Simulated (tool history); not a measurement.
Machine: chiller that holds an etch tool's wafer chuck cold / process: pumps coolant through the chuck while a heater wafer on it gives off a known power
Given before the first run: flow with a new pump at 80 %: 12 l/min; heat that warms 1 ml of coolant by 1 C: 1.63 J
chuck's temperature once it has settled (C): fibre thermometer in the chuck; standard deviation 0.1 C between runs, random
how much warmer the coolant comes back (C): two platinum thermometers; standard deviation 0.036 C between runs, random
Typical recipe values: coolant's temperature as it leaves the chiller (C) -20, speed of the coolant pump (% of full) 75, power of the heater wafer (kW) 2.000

run    hour  coolant's temperature as it leaves the chiller (C)  speed of the coolant pump (% of full)  power of the heater wafer (kW)  chuck's temperature once it has settled (C)  how much warmer the coolant comes back (C)
  1     0.0                                                 -20                                     75                           2.000                                         -0.7                                        6.57
  2   132.0                                                 -20                                     75                           2.000                                         -0.5                                        6.59
  3   219.1                                                 -20                                     89                           2.000                                         -3.6                                        5.46
  4   292.2                                                 -20                                     89                           2.000                                         -3.7                                        5.57
      415.2  -- chiller's thermometer calibrated
  5   446.8                                                 -20                                     89                           2.000                                         -3.6                                        5.60
  6   534.0                                                 -20                                     89                           2.000                                         -3.5                                        5.58
  7   653.0                                                 -20                                     78                           2.000                                         -1.4                                        6.42
  8   756.0                                                 -20                                     75                           2.000                                         -0.7                                        6.70
  9   862.5                                                 -20                                     79                           2.000                                         -1.5                                        6.32
 10  1028.8                                                 -20                                     79                           2.000                                         -1.6                                        6.40
 11  1124.2                                                 -20                                     79                           2.000                                         -1.4                                        6.42
 12  1248.1                                                 -20                                     75                           2.000                                         -0.6                                        6.83
 13  1383.1                                                 -20                                     75                           2.000                                         -0.5                                        6.85
 14  1515.0                                                 -20                                     99                           2.000                                         -5.3                                        5.16
 15  1678.5                                                 -20                                     75                           2.000                                         -0.6                                        6.85
 16  1773.4                                                 -20                                     75                           2.000                                         -0.7                                        6.96
 17  1895.6                                                 -13                                     67                           2.890                                         18.1                                       11.09
 18  2047.1                                                 -13                                     86                           2.890                                         11.6                                        8.57
 19  2144.0                                                 -10                                     94                           1.509                                          1.7                                        4.26
 20  2289.3                                                 -20                                     75                           2.981                                          8.8                                       10.25
 21  2361.0                                                 -12                                     70                           1.921                                          8.0                                        7.24
 22  2443.5                                                 -12                                     70                           1.921                                          8.0                                        7.29
     2467.4  -- gauge calibrated
 23  2577.4                                                 -12                                     70                           1.921                                          8.0                                        6.89
 24  2660.3                                                 -10                                     66                           1.579                                          7.4                                        6.01
 25  2757.1                                                 -17                                     88                           1.278                                         -6.5                                        3.59
 26  2918.5                                                 -28                                     83                           2.000                                        -10.4                                        5.97
 27  3064.9                                                 -28                                     83                           2.000                                        -10.5                                        6.05
 28  3207.6                                                 -20                                     75                           2.387                                          3.1                                        7.98
 29  3373.1                                                 -20                                     75                           2.387                                          3.1                                        8.02
 30  3494.1                                                 -20                                     75                           2.387                                          3.0                                        8.05
 31  3574.7                                                 -20                                     79                           1.789                                         -3.7                                        5.76

Selected run-to-run steps in how much warmer the coolant comes back (C), each split into two signed amounts: the part the tool would show with no hidden state at all (from settings, incoming material and random variation), and the remainder, which goes to the hidden state together with any gauge scatter not common to the measured and the hidden-state-free results:
Hidden state at play: heat passed by the chuck's channels, % of clean ones'; flow at a given pump speed, % of a new pump's; coolant's true temperature over the reading, C; drift of the gauge itself on chuck_c, C; drift of the gauge itself on warmer_back_c, C.
Run 4 -> 5: chiller's thermometer calibrated. how much warmer the coolant comes back (C) +0.03: hidden state +0.04, all else -0.01.
Run 9 -> 10: no setting touched and nothing written in the log between the runs. how much warmer the coolant comes back (C) +0.08: hidden state +0.04, all else +0.04.
Run 16 -> 17: coolant's temperature as it leaves the chiller (C) -20 -> -13, speed of the coolant pump (% of full) 75 -> 67, power of the heater wafer (kW) 2.000 -> 2.890. how much warmer the coolant comes back (C) +4.13: hidden state +0.02, all else +4.11.
Run 18 -> 19: coolant's temperature as it leaves the chiller (C) -13 -> -10, speed of the coolant pump (% of full) 86 -> 94, power of the heater wafer (kW) 2.890 -> 1.509. how much warmer the coolant comes back (C) -4.31: hidden state +0.01, all else -4.32.
Run 19 -> 20: coolant's temperature as it leaves the chiller (C) -10 -> -20, speed of the coolant pump (% of full) 94 -> 75, power of the heater wafer (kW) 1.509 -> 2.981. how much warmer the coolant comes back (C) +5.99: hidden state +0.04, all else +5.95.
Run 22 -> 23: gauge calibrated. how much warmer the coolant comes back (C) -0.40: hidden state -0.44, all else +0.04.
